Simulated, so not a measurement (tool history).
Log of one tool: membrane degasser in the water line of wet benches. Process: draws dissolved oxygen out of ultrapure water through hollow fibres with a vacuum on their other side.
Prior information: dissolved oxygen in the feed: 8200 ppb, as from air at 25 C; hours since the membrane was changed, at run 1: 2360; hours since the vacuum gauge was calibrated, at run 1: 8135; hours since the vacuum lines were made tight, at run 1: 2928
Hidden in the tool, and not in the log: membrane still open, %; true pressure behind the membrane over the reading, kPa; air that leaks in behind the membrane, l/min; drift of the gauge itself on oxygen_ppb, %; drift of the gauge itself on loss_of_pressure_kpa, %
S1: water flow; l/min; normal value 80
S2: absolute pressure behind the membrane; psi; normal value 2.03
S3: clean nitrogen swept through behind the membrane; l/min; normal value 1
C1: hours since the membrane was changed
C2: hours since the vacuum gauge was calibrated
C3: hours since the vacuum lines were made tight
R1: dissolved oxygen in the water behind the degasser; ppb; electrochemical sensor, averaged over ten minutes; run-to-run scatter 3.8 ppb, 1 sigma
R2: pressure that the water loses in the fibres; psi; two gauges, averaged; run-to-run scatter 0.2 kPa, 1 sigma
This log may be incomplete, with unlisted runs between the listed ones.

{"run": 1, "hour": 0.0, "S1": 80, "S2": 2.03, "S3": 1, "C1": 2360, "C2": 8135, "C3": 2928, "R1": 1290.8, "R2": 6.171}
{"run": 2, "hour": 46.3, "S1": 78, "S2": 2.03, "S3": 1, "C1": 2407, "C2": 8181, "C3": 2975, "R1": 1270.6, "R2": 5.997}
{"run": 3, "hour": 79.6, "S1": 78, "S2": 2.03, "S3": 1, "C1": 2440, "C2": 8215, "C3": 3008, "R1": 1270.5, "R2": 6.028}
{"run": 4, "hour": 113.2, "S1": 78, "S2": 2.03, "S3": 1, "C1": 2473, "C2": 8248, "C3": 3041, "R1": 1272.2, "R2": 6.051}
{"run": 5, "hour": 146.5, "S1": 80, "S2": 2.03, "S3": 1, "C1": 2507, "C2": 8282, "C3": 3075, "R1": 1297.1, "R2": 6.18}
{"run": 6, "hour": 179.6, "S1": 80, "S2": 2.03, "S3": 1, "C1": 2540, "C2": 8315, "C3": 3108, "R1": 1293.6, "R2": 6.179}
{"run": 7, "hour": 221.4, "S1": 64, "S2": 2.03, "S3": 1, "C1": 2582, "C2": 8356, "C3": 3150, "R1": 1114.6, "R2": 4.975}
{"run": 8, "hour": 256.4, "S1": 64, "S2": 2.03, "S3": 1, "C1": 2617, "C2": 8392, "C3": 3185, "R1": 1112.7, "R2": 4.965}
{"run": 9, "hour": 309.0, "S1": 64, "S2": 2.03, "S3": 1, "C1": 2669, "C2": 8444, "C3": 3237, "R1": 1118.6, "R2": 4.921}
{"run": 10, "hour": 376.5, "S1": 80, "S2": 2.03, "S3": 1, "C1": 2737, "C2": 8512, "C3": 3305, "R1": 1296.9, "R2": 6.245}
{"run": 11, "hour": 411.9, "S1": 80, "S2": 2.03, "S3": 1, "C1": 2772, "C2": 8547, "C3": 3340, "R1": 1294.3, "R2": 6.216}
{"run": 12, "hour": 455.9, "S1": 58, "S2": 2.03, "S3": 1, "C1": 2816, "C2": 8591, "C3": 3384, "R1": 1047.9, "R2": 4.541}
{"run": 13, "hour": 521.6, "S1": 58, "S2": 2.03, "S3": 1, "C1": 2882, "C2": 8657, "C3": 3450, "R1": 1043, "R2": 4.563}
{"run": 14, "hour": 586.3, "S1": 58, "S2": 2.03, "S3": 1, "C1": 2947, "C2": 8721, "C3": 3515, "R1": 1045.6, "R2": 4.55}
{"run": 15, "hour": 622.1, "S1": 58, "S2": 2.03, "S3": 1, "C1": 2982, "C2": 8757, "C3": 3550, "R1": 1039.8, "R2": 4.54}
{"hour": 677.1, "done": "gauge calibrated"}
{"run": 16, "hour": 690.2, "S1": 58, "S2": 2.03, "S3": 1, "C1": 3050, "C2": 8825, "C3": 3619, "R1": 1044, "R2": 4.46}
{"run": 17, "hour": 751.8, "S1": 54, "S2": 3.65, "S3": 1, "C1": 3112, "C2": 8887, "C3": 3680, "R1": 1821.3, "R2": 4.161}
{"run": 18, "hour": 790.6, "S1": 100, "S2": 2.03, "S3": 1, "C1": 3151, "C2": 8926, "C3": 3719, "R1": 1494.9, "R2": 7.725}
{"run": 19, "hour": 820.8, "S1": 51, "S2": 2.03, "S3": 2.43, "C1": 3181, "C2": 8956, "C3": 3749, "R1": 478, "R2": 3.912}
{"hour": 839.1, "done": "vacuum gauge calibrated"}
{"run": 20, "hour": 873.8, "S1": 108, "S2": 2.41, "S3": 0.96, "C1": 3234, "C2": 35, "C3": 3802, "R1": 1916.6, "R2": 8.296}
{"run": 21, "hour": 922.0, "S1": 52, "S2": 2.41, "S3": 0.96, "C1": 3282, "C2": 83, "C3": 3850, "R1": 1197.9, "R2": 4.055}
{"run": 22, "hour": 958.7, "S1": 52, "S2": 2.41, "S3": 0.96, "C1": 3318, "C2": 120, "C3": 3886, "R1": 1207.3, "R2": 4.035}
{"run": 23, "hour": 1016.2, "S1": 112, "S2": 4.42, "S3": 1, "C1": 3376, "C2": 177, "C3": 3944, "R1": 3254.1, "R2": 8.688}
{"run": 24, "hour": 1053.4, "S1": 124, "S2": 2.03, "S3": 0.73, "C1": 3413, "C2": 214, "C3": 3981, "R1": 1976.7, "R2": 9.648}
{"run": 25, "hour": 1115.6, "S1": 124, "S2": 4.54, "S3": 1.22, "C1": 3475, "C2": 276, "C3": 4043, "R1": 3176, "R2": 9.749}
{"run": 26, "hour": 1178.6, "S1": 80, "S2": 2.18, "S3": 2.73, "C1": 3538, "C2": 340, "C3": 4106, "R1": 689.8, "R2": 6.237}
{"run": 27, "hour": 1212.5, "S1": 80, "S2": 2.35, "S3": 1, "C1": 3572, "C2": 373, "C3": 4140, "R1": 1518.7, "R2": 6.269}
{"run": 28, "hour": 1267.0, "S1": 62, "S2": 2.03, "S3": 0.89, "C1": 3627, "C2": 428, "C3": 4195, "R1": 1181.4, "R2": 4.846}
{"run": 29, "hour": 1328.2, "S1": 57, "S2": 2.03, "S3": 1, "C1": 3688, "C2": 489, "C3": 4256, "R1": 1026.6, "R2": 4.445}
{"run": 30, "hour": 1396.7, "S1": 57, "S2": 2.03, "S3": 1, "C1": 3756, "C2": 558, "C3": 4324, "R1": 1026.7, "R2": 4.495}
{"run": 31, "hour": 1446.1, "S1": 86, "S2": 2.92, "S3": 1, "C1": 3806, "C2": 607, "C3": 4374, "R1": 1975.5, "R2": 6.802}

Alternative continuations, all from the tool just after run 31; predict every row:
{"run": "A", "hour": 1507.5, "S1": 56, "S2": 1.97, "S3": 1, "C1": 3867, "C2": 668, "C3": 4435, "R1": "?", "R2": "?"}
{"run": "B", "hour": 1507.5, "S1": 98, "S2": 4.51, "S3": 2.88, "C1": 3867, "C2": 668, "C3": 4435, "R1": "?", "R2": "?"}
{"run": "C", "hour": 1507.5, "S1": 86, "S2": 2.83, "S3": 1, "C1": 3867, "C2": 668, "C3": 4435, "R1": "?", "R2": "?"}
{"run": "D", "hour": 1507.5, "S1": 80, "S2": 1.35, "S3": 1, "C1": 3867, "C2": 668, "C3": 4435, "R1": "?", "R2": "?"}
{"run": "E", "hour": 1507.5, "S1": 55, "S2": 2.92, "S3": 2.32, "C1": 3867, "C2": 668, "C3": 4435, "R1": "?", "R2": "?"}

run=A R1=984.3 R2=4.473
run=B R1=1651 R2=7.755
run=C R1=1916 R2=6.843
run=D R1=773.8 R2=6.356
run=E R1=803.3 R2=4.328
Take away the tool's hidden state, keep each run's random variation, and the runs would have read:
run=A R1=984.2 R2=4.337
run=B R1=1650.9 R2=7.519
run=C R1=1915.9 R2=6.634
run=D R1=773.7 R2=6.161
run=E R1=803.3 R2=4.194
